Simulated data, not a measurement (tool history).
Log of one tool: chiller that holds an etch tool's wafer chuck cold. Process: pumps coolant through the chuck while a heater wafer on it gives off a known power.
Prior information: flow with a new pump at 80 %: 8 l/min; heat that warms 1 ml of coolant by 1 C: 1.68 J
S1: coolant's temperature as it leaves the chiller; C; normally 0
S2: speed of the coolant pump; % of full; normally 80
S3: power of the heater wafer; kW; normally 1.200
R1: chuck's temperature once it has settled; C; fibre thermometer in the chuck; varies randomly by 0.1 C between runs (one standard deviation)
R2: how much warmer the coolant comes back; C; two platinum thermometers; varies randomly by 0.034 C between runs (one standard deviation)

run,day,S1,S2,S3,R1,R2
1,0.000,0,80,1.200,11.9,5.37
2,7.362,0,80,1.200,12.1,5.35
3,12.933,0,80,0.633,6.4,2.84
4,19.321,0,80,1.200,12.1,5.31
5,23.904,0,80,1.200,12.0,5.34
6,29.875,-3,80,1.200,9.0,5.27
7,36.442,0,77,1.200,12.4,5.54
8,43.338,0,77,1.200,12.3,5.52
9,48.258,0,80,1.200,12.0,5.32
10,51.971,0,67,1.200,13.3,6.46
11,60.475,0,94,0.960,8.7,3.52
12,64.962,0,73,0.822,8.6,3.96
13,69.325,0,73,0.822,8.7,3.96
14,74.762,0,73,0.822,8.9,3.95
15,83.058,-8,71,1.054,3.2,5.25
16,91.133,7,68,0.721,14.8,3.71
17,95.679,0,98,0.839,7.2,2.92
18,102.200,-3,98,0.839,4.5,2.90
19,110.875,-3,77,0.783,5.0,3.47
20,116.888,-7,88,1.200,4.3,4.67

What if the next run were any one of these 3? Each begins from the tool's condition after run 20:
A,124.342,7,67,0.892,?,?
B,124.342,0,80,1.165,?,?
C,124.342,-4,89,1.200,?,?

run,R1,R2
A,17.0,4.72
B,11.5,5.11
C,7.2,4.59
Stripped of hidden state, with their random variation kept, the same runs would have yielded:
run,R1,R2
A,16.9,4.90
B,11.5,5.29
C,7.1,4.77
